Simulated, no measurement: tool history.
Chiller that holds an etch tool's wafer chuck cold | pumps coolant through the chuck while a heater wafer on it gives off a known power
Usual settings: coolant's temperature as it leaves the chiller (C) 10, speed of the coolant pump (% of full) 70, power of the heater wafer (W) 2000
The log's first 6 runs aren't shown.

run     day  coolant's temperature as it leaves the chiller (C)  speed of the coolant pump (% of full)  power of the heater wafer (W)  hours since the coolant was changed and the channels were flushed  hours since the pump was overhauled  hours since the chiller's thermometer was calibrated  chuck's temperature once it has settled (C)  how much warmer the coolant comes back (C)
  7  19.533                                                  10                                     66                           2000                                                               3077                                 3416                                                  1261                                         26.3                                        8.15
  8  22.479                                                  10                                     66                           2000                                                               3148                                 3487                                                  1332                                         26.6                                        8.15
  9  25.138                                                  10                                     70                           2000                                                               3212                                 3550                                                  1395                                         25.7                                        7.67
 10  27.962                                                   1                                     70                           2000                                                               3280                                 3618                                                  1463                                         16.8                                        7.72
 11  31.804                                                   1                                     70                           2000                                                               3372                                 3710                                                  1555                                         16.8                                        7.73
 12    36.7                                                   1                                     70                           2000                                                               3489                                 3828                                                  1673                                         16.8                                        7.68
 13  41.058                                                  10                                     70                           2000                                                               3594                                 3932                                                  1778                                         25.8                                        7.69
 14  44.358                                                  10                                     70                           2000                                                               3673                                 4012                                                  1857                                         26.1                                        7.71
 15  46.758                                                  10                                     70                           2000                                                               3731                                 4069                                                  1914                                           26                                        7.78
 16  51.483                                                  10                                     70                           2146                                                               3844                                 4183                                                  2028                                         27.2                                        8.32
     52.167  -- coolant pump overhauled
 17  54.658                                                  10                                     70                           2146                                                               3915                                   60                                                  2099                                         27.5                                        8.45
 18  58.238                                                   7                                     63                           1954                                                               4001                                  146                                                  2185                                         24.3                                        8.59
 19  61.617                                                  18                                     70                           2000                                                               4082                                  227                                                  2266                                         34.4                                        7.87
 20  65.529                                                  13                                     88                           2000                                                               4176                                  321                                                  2360                                         26.6                                        6.19
 21  70.525                                                  10                                     62                           2394                                                               4296                                  441                                                  2480                                         31.9                                       10.73
 22  73.833                                                   6                                     75                           2831                                                               4376                                  520                                                  2559                                         28.3                                       10.42
 23  78.308                                                   6                                     75                           2831                                                               4483                                  627                                                  2667                                         28.3                                       10.36
 24  81.754                                                  16                                     96                           2856                                                               4566                                  710                                                  2749                                         34.7                                        8.13
     82.296  -- coolant pump overhauled, once more
 25  86.988                                                   6                                     89                           2856                                                               4686                                  113                                                  2870                                         24.6                                        7.96
 26  90.592                                                   1                                     77                           1489                                                               4773                                  199                                                  2956                                         11.5                                        4.85

Forecast run 27:
 27  92.675                                                  18                                     88                           2174                                                               4823                                  249                                                  3006                                            ?                                           ?

{"run 27": {"chuck's temperature once it has settled (C)": 32.1, "how much warmer the coolant comes back (C)": 6.15}}
Without the tool's hidden state the same run would have given chuck's temperature once it has settled (C) 30.7, how much warmer the coolant comes back (C) 6.21.
